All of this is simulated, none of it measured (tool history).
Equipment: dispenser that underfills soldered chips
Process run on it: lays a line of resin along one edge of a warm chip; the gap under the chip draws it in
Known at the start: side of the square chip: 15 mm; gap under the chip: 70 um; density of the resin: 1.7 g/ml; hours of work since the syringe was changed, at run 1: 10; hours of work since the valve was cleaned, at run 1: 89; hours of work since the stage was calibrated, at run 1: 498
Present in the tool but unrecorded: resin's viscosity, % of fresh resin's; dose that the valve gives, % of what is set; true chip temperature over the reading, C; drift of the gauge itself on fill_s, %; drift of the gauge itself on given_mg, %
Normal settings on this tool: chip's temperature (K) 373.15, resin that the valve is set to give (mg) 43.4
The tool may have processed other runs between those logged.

run	hour	chip's temperature (K)	resin that the valve is set to give (mg)	hours of work since the syringe was changed	hours of work since the valve was cleaned	hours of work since the stage was calibrated	time until the resin shows at the far edge (s)	resin that the valve gave (mg)
1	0.0	373.15	43.4	10	89	498	120.6	42.06
# hour 1.9: new syringe of resin
# hour 16.1: new syringe of resin
2	17.5	360.15	43.4	1	101	511	125.0	41.48
3	28.3	360.15	43.4	9	109	519	224.9	41.38
# hour 30.8: new syringe of resin
4	43.4	360.15	43.4	10	121	530	223.9	41.01
# hour 45.0: new syringe of resin
5	54.6	360.15	38.0	7	129	538	202.3	35.90
# hour 58.8: new syringe of resin
6	64.3	373.15	46.8	4	136	546	84.4	44.08
# hour 73.2: new syringe of resin
# hour 75.2: dispensing valve cleaned and set on the balance
7	79.0	373.15	46.8	4	3	556	77.1	46.61
# hour 88.7: new syringe of resin
8	94.8	373.15	46.8	5	15	567	84.3	46.15
# hour 103.4: new syringe of resin
9	108.5	387.15	43.0	4	25	578	42.9	42.15
# hour 117.9: new syringe of resin
10	124.6	378.15	44.7	5	37	589	70.6	43.69
# hour 131.8: new syringe of resin
11	137.4	378.15	40.4	4	46	599	69.0	39.13
# hour 146.4: new syringe of resin
12	149.4	378.15	40.4	2	55	608	58.2	39.21

Here are 5 independent what-if runs from the current tool condition. What would each one return?
A	157.9	377.15	46.6	9	61	614	?	?
B	157.9	373.15	39.7	9	61	614	?	?
C	157.9	384.15	52.4	9	61	614	?	?
D	157.9	373.15	38.6	9	61	614	?	?
E	157.9	370.15	40.4	9	61	614	?	?

run	time until the resin shows at the far edge (s)	resin that the valve gave (mg)
A	94.2	45.46
B	116.3	38.56
C	69.0	50.58
D	117.2	37.24
E	133.1	39.25
Had the tool no hidden state, the same runs would have come out as:
run	time until the resin shows at the far edge (s)	resin that the valve gave (mg)
A	43.0	46.92
B	53.4	39.80
C	31.9	52.20
D	53.7	38.44
E	60.7	40.52
